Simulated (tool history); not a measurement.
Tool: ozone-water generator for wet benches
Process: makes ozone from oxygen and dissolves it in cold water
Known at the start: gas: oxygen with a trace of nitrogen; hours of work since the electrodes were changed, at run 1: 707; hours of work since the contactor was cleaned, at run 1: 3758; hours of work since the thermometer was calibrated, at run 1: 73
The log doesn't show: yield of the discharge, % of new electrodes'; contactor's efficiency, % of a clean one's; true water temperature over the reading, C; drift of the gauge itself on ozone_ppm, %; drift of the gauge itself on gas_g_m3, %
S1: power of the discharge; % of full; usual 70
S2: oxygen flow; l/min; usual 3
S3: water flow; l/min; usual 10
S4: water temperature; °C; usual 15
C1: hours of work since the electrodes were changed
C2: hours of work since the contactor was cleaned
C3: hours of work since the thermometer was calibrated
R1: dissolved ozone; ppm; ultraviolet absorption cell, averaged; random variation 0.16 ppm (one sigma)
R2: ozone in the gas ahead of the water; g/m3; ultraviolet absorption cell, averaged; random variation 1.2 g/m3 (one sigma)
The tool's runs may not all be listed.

run     day  S1    S2  S3  S4    C1    C2   C3    R1     R2
  1       0  70     3  10  15   707  3758   73  21.5  216.2
  2   1.371  70     3  10  15   734  3785  100  21.2  213.3
  3   2.354  70     3  10  15   754  3804  119  21.5  216.1
  4   3.508  70     3  10  15   776  3827  142  21.3  217.1
  5   5.121  70     3  10  15   808  3858  173  21.3  216.3
  6   6.621  70     3  10  15   837  3888  203  21.4  217.3
  7   7.404  70     3  10  15   853  3903  218  21.4  214.7
  8   8.525  70     3   9  15   875  3925  240  23.3  216.6
  9   9.917  56     3  10  15   902  3952  268  17.7  178.7
 10  10.675  70     3   9  15   917  3967  282  23.4  216.5
 11  11.454  70     3  10  15   932  3983  298  21.3  217.9
 12  12.779  70     3  10  15   958  4009  324  21.5  218.5
 13  14.025  70     3  10  15   983  4033  348  21.1  217.3
 14  14.871  52     3  10   7   999  4050  365  18.3  167.1
 15  16.396  52     3  10   7  1029  4080  395  18.4  166.1
 16  17.438  52     3  10   7  1049  4100  415  18.2  166.2
 17   18.65  70  5.12  10  11  1073  4124  439  22.2  159.2
 18  20.438  70  5.12  10  11  1108  4159  474  21.7    163
 19  21.733  70  5.12  10  11  1134  4184  499  21.6  160.4
 20  22.638  70  5.12  10  11  1151  4202  517  21.9    161
 21  23.888  62  3.01  11  10  1176  4227  542  18.8  195.8
 22  25.338  70  5.31  12  15  1204  4255  570  17.6  157.6
 23    26.7  70   1.7   7  16  1231  4282  597  29.3  302.4
 24  28.025  58  2.97   7  22  1257  4308  623  21.3    187
 25  28.962  70  3.17  10  15  1275  4326  641  21.3  211.4

Forecast each of these 5 alternatives for the next run:
  A  30.508  70  3.17  16  16  1306  4356  671   ?   ?
  B  30.508  70  3.17   9  15  1306  4356  671   ?   ?
  C  30.508  63  4.14  16  15  1306  4356  671   ?   ?
  D  30.508  44  3.17  12  17  1306  4356  671   ?   ?
  E  30.508  70  1.64  10   9  1306  4356  671   ?   ?

run    R1     R2
  A  13.2  212.7
  B  23.3  212.9
  C  12.4  166.7
  D  11.7  141.8
  E  22.2  310.3
Without the tool's hidden state the same runs would have given:
run    R1     R2
  A  13.2  208.3
  B  23.3  208.5
  C  12.4  163.3
  D  11.7  138.9
  E  22.2    304

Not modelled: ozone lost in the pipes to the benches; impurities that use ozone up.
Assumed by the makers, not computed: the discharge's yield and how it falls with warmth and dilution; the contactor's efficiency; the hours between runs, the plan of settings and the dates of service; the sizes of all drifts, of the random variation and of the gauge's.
